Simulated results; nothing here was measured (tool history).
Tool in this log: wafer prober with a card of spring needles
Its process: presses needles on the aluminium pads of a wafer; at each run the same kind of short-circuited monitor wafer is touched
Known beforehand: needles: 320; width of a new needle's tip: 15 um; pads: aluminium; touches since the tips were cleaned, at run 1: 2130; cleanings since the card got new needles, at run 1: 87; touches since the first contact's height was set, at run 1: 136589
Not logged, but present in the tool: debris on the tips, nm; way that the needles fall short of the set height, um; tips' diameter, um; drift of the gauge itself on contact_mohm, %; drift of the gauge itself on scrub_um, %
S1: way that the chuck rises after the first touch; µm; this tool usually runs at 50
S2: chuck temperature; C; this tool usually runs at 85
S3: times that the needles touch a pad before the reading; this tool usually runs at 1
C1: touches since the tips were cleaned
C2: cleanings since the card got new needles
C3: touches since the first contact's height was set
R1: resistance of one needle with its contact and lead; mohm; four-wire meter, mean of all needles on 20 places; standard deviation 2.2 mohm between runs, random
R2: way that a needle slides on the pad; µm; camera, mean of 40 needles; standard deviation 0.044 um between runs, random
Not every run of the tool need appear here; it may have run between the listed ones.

Run 1, hour 0: usual settings; C1 2130; C2 87; C3 136589. Result: R1 449 mohm, R2 7.47 µm.
At hour 3.9: tips cleaned on abrasive film.
At hour 11.5: tips cleaned on abrasive film.
At hour 19.1: tips cleaned on abrasive film.
At hour 28.6: tips cleaned on abrasive film.
At hour 38.1: tips cleaned on abrasive film.
At hour 45.8: tips cleaned on abrasive film.
Run 2, hour 49.8: usual settings; C1 1637; C2 93; C3 156458. Result: R1 421 mohm, R2 7.47 µm.
At hour 53.7: tips cleaned on abrasive film.
At hour 61.3: tips cleaned on abrasive film.
At hour 70.8: tips cleaned on abrasive film.
At hour 78.5: tips cleaned on abrasive film.
At hour 82.5: height of the first contact set anew.
At hour 86.4: tips cleaned on abrasive film.
At hour 95.9: tips cleaned on abrasive film.
At hour 105.4: tips cleaned on abrasive film.
At hour 114.9: tips cleaned on abrasive film.
At hour 124.5: tips cleaned on abrasive film.
At hour 133.3: tips cleaned on abrasive film.
Run 3, hour 133.3: usual settings; C1 0; C2 103; C3 20228. Result: R1 256 mohm, R2 8.16 µm.
At hour 140.9: tips cleaned on abrasive film.
At hour 150.4: tips cleaned on abrasive film.
At hour 158: tips cleaned on abrasive film.
At hour 167.5: tips cleaned on abrasive film.
At hour 177.1: tips cleaned on abrasive film.
At hour 184.7: tips cleaned on abrasive film.
Run 4, hour 192: usual settings but S1 52 µm; C1 2955; C2 109; C3 43694. Result: R1 450 mohm, R2 8.44 µm.
At hour 194: tips cleaned on abrasive film.
At hour 203.5: tips cleaned on abrasive film.
At hour 213: tips cleaned on abrasive film.
At hour 222.5: tips cleaned on abrasive film.
At hour 232: tips cleaned on abrasive film.
Run 5, hour 233.7: usual settings; C1 677; C2 114; C3 60324. Result: R1 351 mohm, R2 7.99 µm.
At hour 241.4: tips cleaned on abrasive film.
At hour 250.9: tips cleaned on abrasive film.
At hour 260.4: tips cleaned on abrasive film.
At hour 268: tips cleaned on abrasive film.
At hour 277.5: tips cleaned on abrasive film.
At hour 287: tips cleaned on abrasive film.
At hour 296.5: tips cleaned on abrasive film.
At hour 304.2: tips cleaned on abrasive film.
At hour 313.7: tips cleaned on abrasive film.
At hour 321.3: tips cleaned on abrasive film.
At hour 330.4: tips cleaned on abrasive film.
Run 6, hour 330.4: usual settings; C1 0; C2 125; C3 98890. Result: R1 269 mohm, R2 7.8 µm.
At hour 339.9: tips cleaned on abrasive film.
At hour 347.5: tips cleaned on abrasive film.
At hour 357: tips cleaned on abrasive film.
At hour 364.7: tips cleaned on abrasive film.
At hour 372.3: tips cleaned on abrasive film.
At hour 381.8: tips cleaned on abrasive film.
At hour 391.3: tips cleaned on abrasive film.
At hour 400.8: tips cleaned on abrasive film.
At hour 408.5: tips cleaned on abrasive film.
At hour 416.1: tips cleaned on abrasive film.
Run 7, hour 421.3: usual settings; C1 2089; C2 135; C3 135163. Result: R1 481 mohm, R2 7.6 µm.
At hour 425.1: tips cleaned on abrasive film.
At hour 434.7: tips cleaned on abrasive film.
At hour 442.3: tips cleaned on abrasive film.
At hour 451.8: tips cleaned on abrasive film.
At hour 461.3: tips cleaned on abrasive film.
At hour 470.8: tips cleaned on abrasive film.
At hour 478.5: tips cleaned on abrasive film.
At hour 488: tips cleaned on abrasive film.
At hour 495.6: tips cleaned on abrasive film.
Run 8, hour 502.5: usual settings; C1 2767; C2 144; C3 167557. Result: R1 526 mohm, R2 7.42 µm.
At hour 504.4: tips cleaned on abrasive film.
At hour 508.5: height of the first contact set anew.
At hour 514.2: tips cleaned on abrasive film.
At hour 521.9: tips cleaned on abrasive film.
At hour 531.4: tips cleaned on abrasive film.
At hour 540.9: tips cleaned on abrasive film.
At hour 550.4: tips cleaned on abrasive film.
At hour 559.9: tips cleaned on abrasive film.
At hour 569.4: tips cleaned on abrasive film.
Run 9, hour 570.3: usual settings but S2 58 C; C1 364; C2 152; C3 24673. Result: R1 301 mohm, R2 8.15 µm.
At hour 578: tips cleaned on abrasive film.
At hour 585.6: tips cleaned on abrasive film.
At hour 595.1: tips cleaned on abrasive film.
At hour 602.7: tips cleaned on abrasive film.
At hour 610.4: tips cleaned on abrasive film.
At hour 618: tips cleaned on abrasive film.
At hour 627.5: tips cleaned on abrasive film.
At hour 635.1: tips cleaned on abrasive film.
At hour 644.7: tips cleaned on abrasive film.
Run 10, hour 647.4: usual settings but S1 36 µm, S2 101 C; C1 1099; C2 161; C3 55398. Result: R1 581 mohm, R2 5.66 µm.
At hour 653.1: tips cleaned on abrasive film.
At hour 662.6: tips cleaned on abrasive film.
At hour 672.2: tips cleaned on abrasive film.
At hour 679.8: tips cleaned on abrasive film.
At hour 689.3: tips cleaned on abrasive film.
At hour 696.9: tips cleaned on abrasive film.
At hour 704.6: tips cleaned on abrasive film.
Run 11, hour 711.2: usual settings; C1 2685; C2 168; C3 80875. Result: R1 510 mohm, R2 7.9 µm.
At hour 713.2: tips cleaned on abrasive film.
At hour 722.7: tips cleaned on abrasive film.
At hour 730.3: tips cleaned on abrasive film.
At hour 739.9: tips cleaned on abrasive film.
At hour 749.4: tips cleaned on abrasive film.
At hour 758.9: tips cleaned on abrasive film.
At hour 766.5: tips cleaned on abrasive film.
At hour 774.1: tips cleaned on abrasive film.
At hour 781.8: tips cleaned on abrasive film.
At hour 791.3: tips cleaned on abrasive film.
At hour 798.9: tips cleaned on abrasive film.
Run 12, hour 802.1: usual settings but S1 55 µm, S2 28 C; C1 1281; C2 179; C3 117101. Result: R1 419 mohm, R2 8.5 µm.
At hour 807.8: tips cleaned on abrasive film.
At hour 815.5: tips cleaned on abrasive film.
At hour 825: tips cleaned on abrasive film.
At hour 834.5: tips cleaned on abrasive film.
At hour 844: tips cleaned on abrasive film.
At hour 853.5: tips cleaned on abrasive film.
At hour 861.1: tips cleaned on abrasive film.
Run 13, hour 862.2: usual settings but S1 55 µm, S2 28 C; C1 439; C2 186; C3 141091. Result: R1 327 mohm, R2 8.41 µm.
At hour 869.9: tips cleaned on abrasive film.
At hour 879.4: tips cleaned on abrasive film.
At hour 887: tips cleaned on abrasive film.
At hour 894.6: tips cleaned on abrasive film.
At hour 902.3: tips cleaned on abrasive film.
Run 14, hour 905.2: usual settings but S1 55 µm, S2 28 C; C1 1170; C2 191; C3 158215. Result: R1 408 mohm, R2 8.23 µm.
At hour 910.9: tips cleaned on abrasive film.
At hour 920.4: tips cleaned on abrasive film.
At hour 928.1: tips cleaned on abrasive film.
At hour 934: height of the first contact set anew.
At hour 936: tips cleaned on abrasive film.
At hour 943.6: tips cleaned on abrasive film.
At hour 953.1: tips cleaned on abrasive film.
At hour 962.6: tips cleaned on abrasive film.
At hour 970.3: tips cleaned on abrasive film.
Run 15, hour 975.4: usual settings but S1 55 µm, S2 28 C; C1 2079; C2 199; C3 16513. Result: R1 462 mohm, R2 9.05 µm.
At hour 979.3: tips cleaned on abrasive film.
At hour 986.9: tips cleaned on abrasive film.
At hour 996.4: tips cleaned on abrasive film.
At hour 1004.1: tips cleaned on abrasive film.
At hour 1013.6: tips cleaned on abrasive film.
At hour 1021.2: tips cleaned on abrasive film.
Run 16, hour 1021.8: usual settings but S1 57 µm, S2 28 C; C1 240; C2 205; C3 34986. Result: R1 289 mohm, R2 9.17 µm.
At hour 1029.4: tips cleaned on abrasive film.
At hour 1038.9: tips cleaned on abrasive film.
At hour 1046.6: tips cleaned on abrasive film.
At hour 1056.1: tips cleaned on abrasive film.
At hour 1063.7: tips cleaned on abrasive film.
At hour 1073.2: tips cleaned on abrasive film.
At hour 1080.9: tips cleaned on abrasive film.
At hour 1090.4: tips cleaned on abrasive film.
Run 17, hour 1092.7: usual settings but S1 64 µm, S2 68 C; C1 954; C2 213; C3 63287. Result: R1 355 mohm, R2 10.13 µm.
At hour 1098.5: tips cleaned on abrasive film.
At hour 1106.1: tips cleaned on abrasive film.
At hour 1113.7: tips cleaned on abrasive film.
At hour 1121.4: tips cleaned on abrasive film.
At hour 1130.9: tips cleaned on abrasive film.
At hour 1138.5: tips cleaned on abrasive film.
At hour 1146.1: tips cleaned on abrasive film.
At hour 1155.6: tips cleaned on abrasive film.
At hour 1163.3: tips cleaned on abrasive film.
At hour 1170.9: tips cleaned on abrasive film.
At hour 1180.4: tips cleaned on abrasive film.
At hour 1189.9: tips cleaned on abrasive film.
Run 18, hour 1190.8: usual settings but S1 64 µm, S2 77 C, S3 2; C1 331; C2 225; C3 102358. Result: R1 277 mohm, R2 10.03 µm.

Consider 4 possible next runs. They are alternatives, not a sequence: every one starts from the tool as it was left by run 18. What does each give?
At hour 1198.4: tips cleaned on abrasive film.
At hour 1206: tips cleaned on abrasive film.
At hour 1215.5: tips cleaned on abrasive film.
At hour 1223.2: tips cleaned on abrasive film.
At hour 1232.7: tips cleaned on abrasive film.
At hour 1242.2: tips cleaned on abrasive film.
At hour 1251.7: tips cleaned on abrasive film.
At hour 1259.3: tips cleaned on abrasive film.
At hour 1268.8: tips cleaned on abrasive film.
Run A, hour 1271.9: usual settings but S1 36 µm, S2 113 C; C1 1231; C2 234; C3 134734. Result: R1 ?, R2 ?.
At hour 1198.4: tips cleaned on abrasive film.
At hour 1206: tips cleaned on abrasive film.
At hour 1215.5: tips cleaned on abrasive film.
At hour 1223.2: tips cleaned on abrasive film.
At hour 1232.7: tips cleaned on abrasive film.
At hour 1242.2: tips cleaned on abrasive film.
At hour 1251.7: tips cleaned on abrasive film.
At hour 1259.3: tips cleaned on abrasive film.
At hour 1268.8: tips cleaned on abrasive film.
Run B, hour 1271.9: usual settings but S1 66 µm, S2 30 C, S3 2; C1 1231; C2 234; C3 134734. Result: R1 ?, R2 ?.
At hour 1198.4: tips cleaned on abrasive film.
At hour 1206: tips cleaned on abrasive film.
At hour 1215.5: tips cleaned on abrasive film.
At hour 1223.2: tips cleaned on abrasive film.
At hour 1232.7: tips cleaned on abrasive film.
At hour 1242.2: tips cleaned on abrasive film.
At hour 1251.7: tips cleaned on abrasive film.
At hour 1259.3: tips cleaned on abrasive film.
At hour 1268.8: tips cleaned on abrasive film.
Run C, hour 1271.9: usual settings but S1 48 µm, S2 82 C; C1 1231; C2 234; C3 134734. Result: R1 ?, R2 ?.
At hour 1198.4: tips cleaned on abrasive film.
At hour 1206: tips cleaned on abrasive film.
At hour 1215.5: tips cleaned on abrasive film.
At hour 1223.2: tips cleaned on abrasive film.
At hour 1232.7: tips cleaned on abrasive film.
At hour 1242.2: tips cleaned on abrasive film.
At hour 1251.7: tips cleaned on abrasive film.
At hour 1259.3: tips cleaned on abrasive film.
At hour 1268.8: tips cleaned on abrasive film.
Run D, hour 1271.9: usual settings but S1 53 µm; C1 1231; C2 234; C3 134734. Result: R1 ?, R2 ?.

run   R1     R2
  A  733   5.22
  B  318  10.12
  C  509   7.14
  D  462   8.05
Without the tool's hidden state the same runs would have given:
run   R1     R2
  A  259   5.99
  B  223  10.88
  C  240    7.9
  D  241   8.81
